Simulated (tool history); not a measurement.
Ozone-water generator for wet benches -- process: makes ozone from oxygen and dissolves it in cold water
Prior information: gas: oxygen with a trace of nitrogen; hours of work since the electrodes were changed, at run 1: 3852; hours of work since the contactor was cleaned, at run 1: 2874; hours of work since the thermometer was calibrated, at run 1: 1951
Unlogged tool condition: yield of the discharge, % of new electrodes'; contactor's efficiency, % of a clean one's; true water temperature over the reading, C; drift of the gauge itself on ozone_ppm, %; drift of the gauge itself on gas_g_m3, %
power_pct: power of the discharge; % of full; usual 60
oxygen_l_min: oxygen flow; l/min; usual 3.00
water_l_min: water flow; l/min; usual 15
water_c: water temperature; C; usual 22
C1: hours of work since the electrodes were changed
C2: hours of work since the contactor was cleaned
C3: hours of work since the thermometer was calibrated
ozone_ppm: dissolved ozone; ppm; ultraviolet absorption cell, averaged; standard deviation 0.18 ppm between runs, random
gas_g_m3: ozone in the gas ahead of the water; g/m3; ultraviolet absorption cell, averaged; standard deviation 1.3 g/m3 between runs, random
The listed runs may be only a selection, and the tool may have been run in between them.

run 1 hour=0.0 | power_pct=60 oxygen_l_min=3.00 water_l_min=15 water_c=22 | C1=3852 C2=2874 C3=1951 | ozone_ppm=24.2 gas_g_m3=247.9
run 2 hour=195.4 | power_pct=60 oxygen_l_min=3.00 water_l_min=15 water_c=22 | C1=4016 C2=3038 C3=2115 | ozone_ppm=24.4 gas_g_m3=247.9
run 3 hour=372.9 | power_pct=60 oxygen_l_min=1.82 water_l_min=15 water_c=22 | C1=4165 C2=3187 C3=2264 | ozone_ppm=24.0 gas_g_m3=336.9
run 4 hour=493.7 | power_pct=60 oxygen_l_min=1.82 water_l_min=15 water_c=22 | C1=4267 C2=3289 C3=2365 | ozone_ppm=23.8 gas_g_m3=337.5
run 5 hour=626.0 | power_pct=60 oxygen_l_min=1.82 water_l_min=15 water_c=22 | C1=4378 C2=3400 C3=2476 | ozone_ppm=23.8 gas_g_m3=341.4
-- hour=784.0 contactor cleaned
run 6 hour=822.4 | power_pct=60 oxygen_l_min=3.00 water_l_min=15 water_c=22 | C1=4539 C2=32 C3=2638 | ozone_ppm=23.9 gas_g_m3=245.5
run 7 hour=985.7 | power_pct=60 oxygen_l_min=3.00 water_l_min=15 water_c=22 | C1=4676 C2=169 C3=2775 | ozone_ppm=24.2 gas_g_m3=247.6
-- hour=1158.4 water thermometer calibrated
run 8 hour=1172.5 | power_pct=60 oxygen_l_min=3.00 water_l_min=15 water_c=17 | C1=4833 C2=326 C3=12 | ozone_ppm=25.9 gas_g_m3=249.2
run 9 hour=1342.9 | power_pct=60 oxygen_l_min=3.00 water_l_min=15 water_c=17 | C1=4976 C2=469 C3=155 | ozone_ppm=25.8 gas_g_m3=250.8
run 10 hour=1503.7 | power_pct=60 oxygen_l_min=3.53 water_l_min=15 water_c=17 | C1=5111 C2=604 C3=290 | ozone_ppm=26.0 gas_g_m3=224.6
run 11 hour=1661.1 | power_pct=60 oxygen_l_min=3.00 water_l_min=15 water_c=19 | C1=5243 C2=736 C3=422 | ozone_ppm=25.4 gas_g_m3=249.3
run 12 hour=1810.6 | power_pct=46 oxygen_l_min=3.00 water_l_min=15 water_c=22 | C1=5368 C2=861 C3=547 | ozone_ppm=19.8 gas_g_m3=204.4
run 13 hour=1977.8 | power_pct=60 oxygen_l_min=3.00 water_l_min=15 water_c=22 | C1=5509 C2=1002 C3=688 | ozone_ppm=24.1 gas_g_m3=252.1
run 14 hour=2090.1 | power_pct=60 oxygen_l_min=3.00 water_l_min=15 water_c=22 | C1=5603 C2=1096 C3=782 | ozone_ppm=24.1 gas_g_m3=249.7
run 15 hour=2239.4 | power_pct=60 oxygen_l_min=3.00 water_l_min=15 water_c=20 | C1=5728 C2=1221 C3=907 | ozone_ppm=25.0 gas_g_m3=250.1
run 16 hour=2433.5 | power_pct=60 oxygen_l_min=1.68 water_l_min=15 water_c=20 | C1=5891 C2=1384 C3=1070 | ozone_ppm=24.1 gas_g_m3=358.3
run 17 hour=2552.4 | power_pct=60 oxygen_l_min=1.68 water_l_min=15 water_c=20 | C1=5991 C2=1484 C3=1170 | ozone_ppm=23.9 gas_g_m3=359.5
run 18 hour=2735.4 | power_pct=82 oxygen_l_min=3.00 water_l_min=15 water_c=20 | C1=6145 C2=1638 C3=1324 | ozone_ppm=31.6 gas_g_m3=317.0
run 19 hour=2830.7 | power_pct=68 oxygen_l_min=1.88 water_l_min=16 water_c=20 | C1=6225 C2=1718 C3=1404 | ozone_ppm=25.2 gas_g_m3=369.4
run 20 hour=2960.9 | power_pct=61 oxygen_l_min=3.89 water_l_min=19 water_c=18 | C1=6334 C2=1827 C3=1513 | ozone_ppm=20.9 gas_g_m3=214.0
run 21 hour=3097.9 | power_pct=100 oxygen_l_min=3.89 water_l_min=19 water_c=18 | C1=6449 C2=1942 C3=1628 | ozone_ppm=30.3 gas_g_m3=314.4
run 22 hour=3262.8 | power_pct=100 oxygen_l_min=3.89 water_l_min=19 water_c=18 | C1=6587 C2=2080 C3=1766 | ozone_ppm=30.2 gas_g_m3=317.3
run 23 hour=3412.7 | power_pct=72 oxygen_l_min=3.89 water_l_min=19 water_c=18 | C1=6713 C2=2206 C3=1892 | ozone_ppm=23.6 gas_g_m3=244.6
run 24 hour=3573.3 | power_pct=49 oxygen_l_min=5.13 water_l_min=19 water_c=18 | C1=6848 C2=2341 C3=2027 | ozone_ppm=17.5 gas_g_m3=154.7
run 25 hour=3762.4 | power_pct=49 oxygen_l_min=5.13 water_l_min=19 water_c=24 | C1=7007 C2=2500 C3=2186 | ozone_ppm=15.8 gas_g_m3=155.3
run 26 hour=3846.6 | power_pct=49 oxygen_l_min=5.13 water_l_min=19 water_c=24 | C1=7078 C2=2570 C3=2257 | ozone_ppm=15.6 gas_g_m3=153.6
run 27 hour=4045.4 | power_pct=49 oxygen_l_min=5.13 water_l_min=19 water_c=24 | C1=7244 C2=2737 C3=2423 | ozone_ppm=15.9 gas_g_m3=153.6
-- hour=4175.6 gauge calibrated
run 28 hour=4239.1 | power_pct=99 oxygen_l_min=2.62 water_l_min=19 water_c=24 | C1=7407 C2=2900 C3=2586 | ozone_ppm=27.9 gas_g_m3=396.2
run 29 hour=4381.7 | power_pct=60 oxygen_l_min=3.00 water_l_min=15 water_c=26 | C1=7527 C2=3020 C3=2706 | ozone_ppm=23.0 gas_g_m3=247.2
run 30 hour=4543.9 | power_pct=60 oxygen_l_min=3.00 water_l_min=15 water_c=26 | C1=7663 C2=3156 C3=2842 | ozone_ppm=23.0 gas_g_m3=248.4
-- hour=4636.9 water thermometer calibrated
run 31 hour=4726.3 | power_pct=54 oxygen_l_min=3.00 water_l_min=15 water_c=22 | C1=7816 C2=3309 C3=75 | ozone_ppm=22.6 gas_g_m3=227.3
run 32 hour=4851.4 | power_pct=61 oxygen_l_min=3.00 water_l_min=15 water_c=22 | C1=7921 C2=3414 C3=180 | ozone_ppm=24.2 gas_g_m3=249.6

Results per run with the tool's hidden condition removed, run-to-run variation unchanged:
run=1 gas_g_m3=248.2
run=2 gas_g_m3=247.9
run=3 gas_g_m3=336.6
run=4 gas_g_m3=336.9
run=5 gas_g_m3=340.5
run=6 gas_g_m3=244.5
run=7 gas_g_m3=246.4
run=8 gas_g_m3=247.7
run=9 gas_g_m3=249.0
run=10 gas_g_m3=222.8
run=11 gas_g_m3=247.1
run=12 gas_g_m3=202.3
run=13 gas_g_m3=249.4
run=14 gas_g_m3=246.8
run=15 gas_g_m3=247.0
run=16 gas_g_m3=353.4
run=17 gas_g_m3=354.4
run=18 gas_g_m3=312.3
run=19 gas_g_m3=363.5
run=20 gas_g_m3=210.4
run=21 gas_g_m3=309.1
run=22 gas_g_m3=311.8
run=23 gas_g_m3=240.0
run=24 gas_g_m3=151.5
run=25 gas_g_m3=151.9
run=26 gas_g_m3=150.1
run=27 gas_g_m3=149.9
run=28 gas_g_m3=397.4
run=29 gas_g_m3=247.5
run=30 gas_g_m3=248.4
run=31 gas_g_m3=227.0
run=32 gas_g_m3=249.1
ozone_ppm: at most 0.1 ppm away from the measurement, every run.
